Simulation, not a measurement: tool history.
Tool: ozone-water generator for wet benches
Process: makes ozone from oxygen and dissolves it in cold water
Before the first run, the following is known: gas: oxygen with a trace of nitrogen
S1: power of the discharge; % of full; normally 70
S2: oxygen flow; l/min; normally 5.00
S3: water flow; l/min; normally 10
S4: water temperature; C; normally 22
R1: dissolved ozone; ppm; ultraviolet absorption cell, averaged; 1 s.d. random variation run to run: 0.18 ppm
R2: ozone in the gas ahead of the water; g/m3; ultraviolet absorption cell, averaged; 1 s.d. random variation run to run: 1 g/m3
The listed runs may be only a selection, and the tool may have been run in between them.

{"run": 1, "hour": 0.0, "S1": 70, "S2": 5.0, "S3": 10, "S4": 22, "R1": 24.2, "R2": 174.7}
{"run": 2, "hour": 147.8, "S1": 70, "S2": 5.0, "S3": 10, "S4": 22, "R1": 23.6, "R2": 174.9}
{"run": 3, "hour": 278.3, "S1": 70, "S2": 5.0, "S3": 10, "S4": 22, "R1": 24.1, "R2": 173.0}
{"run": 4, "hour": 384.4, "S1": 70, "S2": 5.0, "S3": 7, "S4": 22, "R1": 29.0, "R2": 173.8}
{"run": 5, "hour": 478.9, "S1": 70, "S2": 5.0, "S3": 7, "S4": 22, "R1": 28.6, "R2": 173.3}
{"run": 6, "hour": 606.2, "S1": 99, "S2": 5.0, "S3": 10, "S4": 22, "R1": 30.3, "R2": 215.7}
{"run": 7, "hour": 729.9, "S1": 70, "S2": 5.0, "S3": 7, "S4": 22, "R1": 28.9, "R2": 171.8}
{"run": 8, "hour": 863.4, "S1": 70, "S2": 6.56, "S3": 10, "S4": 22, "R1": 22.0, "R2": 145.9}
{"run": 9, "hour": 1005.3, "S1": 70, "S2": 5.46, "S3": 10, "S4": 22, "R1": 23.5, "R2": 162.4}
{"run": 10, "hour": 1080.2, "S1": 70, "S2": 5.46, "S3": 10, "S4": 22, "R1": 23.3, "R2": 162.6}
{"run": 11, "hour": 1187.9, "S1": 70, "S2": 5.0, "S3": 10, "S4": 22, "R1": 24.0, "R2": 171.3}
{"run": 12, "hour": 1348.1, "S1": 70, "S2": 5.0, "S3": 10, "S4": 22, "R1": 24.1, "R2": 169.9}
{"run": 13, "hour": 1447.4, "S1": 70, "S2": 5.0, "S3": 10, "S4": 22, "R1": 23.9, "R2": 172.1}
{"run": 14, "hour": 1523.1, "S1": 70, "S2": 5.0, "S3": 6, "S4": 22, "R1": 31.2, "R2": 170.5}
{"run": 15, "hour": 1653.2, "S1": 70, "S2": 5.0, "S3": 6, "S4": 22, "R1": 30.7, "R2": 169.5}
{"run": 16, "hour": 1772.5, "S1": 70, "S2": 5.0, "S3": 6, "S4": 22, "R1": 31.1, "R2": 170.4}
{"run": 17, "hour": 1866.6, "S1": 45, "S2": 5.0, "S3": 10, "S4": 22, "R1": 17.8, "R2": 126.3}
{"hour": 1922.8, "done": "gauge calibrated"}
{"run": 18, "hour": 1969.9, "S1": 53, "S2": 4.22, "S3": 7, "S4": 15, "R1": 29.1, "R2": 162.1}
{"run": 19, "hour": 2119.1, "S1": 91, "S2": 4.22, "S3": 9, "S4": 27, "R1": 28.7, "R2": 233.2}
{"run": 20, "hour": 2256.4, "S1": 47, "S2": 2.57, "S3": 7, "S4": 18, "R1": 28.7, "R2": 204.0}
{"run": 21, "hour": 2390.5, "S1": 47, "S2": 2.57, "S3": 7, "S4": 18, "R1": 28.5, "R2": 205.2}
{"run": 22, "hour": 2520.2, "S1": 47, "S2": 2.57, "S3": 7, "S4": 18, "R1": 28.8, "R2": 203.7}
{"run": 23, "hour": 2589.4, "S1": 47, "S2": 2.57, "S3": 7, "S4": 18, "R1": 28.9, "R2": 202.7}
{"run": 24, "hour": 2745.3, "S1": 47, "S2": 2.57, "S3": 9, "S4": 18, "R1": 24.3, "R2": 203.3}
{"run": 25, "hour": 2848.6, "S1": 70, "S2": 5.08, "S3": 10, "S4": 22, "R1": 24.0, "R2": 169.5}
{"run": 26, "hour": 2997.9, "S1": 70, "S2": 3.93, "S3": 7, "S4": 22, "R1": 31.6, "R2": 199.0}
{"run": 27, "hour": 3074.9, "S1": 70, "S2": 3.93, "S3": 7, "S4": 16, "R1": 35.3, "R2": 199.5}
{"run": 28, "hour": 3179.1, "S1": 47, "S2": 3.38, "S3": 11, "S4": 27, "R1": 17.6, "R2": 167.2}
{"run": 29, "hour": 3306.3, "S1": 47, "S2": 3.38, "S3": 11, "S4": 27, "R1": 17.1, "R2": 169.2}

What does the tool deliver on the next run?
{"run": 30, "hour": 3393.5, "S1": 66, "S2": 2.75, "S3": 14, "S4": 24, "R1": "?", "R2": "?"}

For run 30 the tool returned R1 19.6 ppm, R2 241.0 g/m3.
Without the tool's hidden state the same run would have given R1 19.7 ppm, R2 246.9 g/m3.
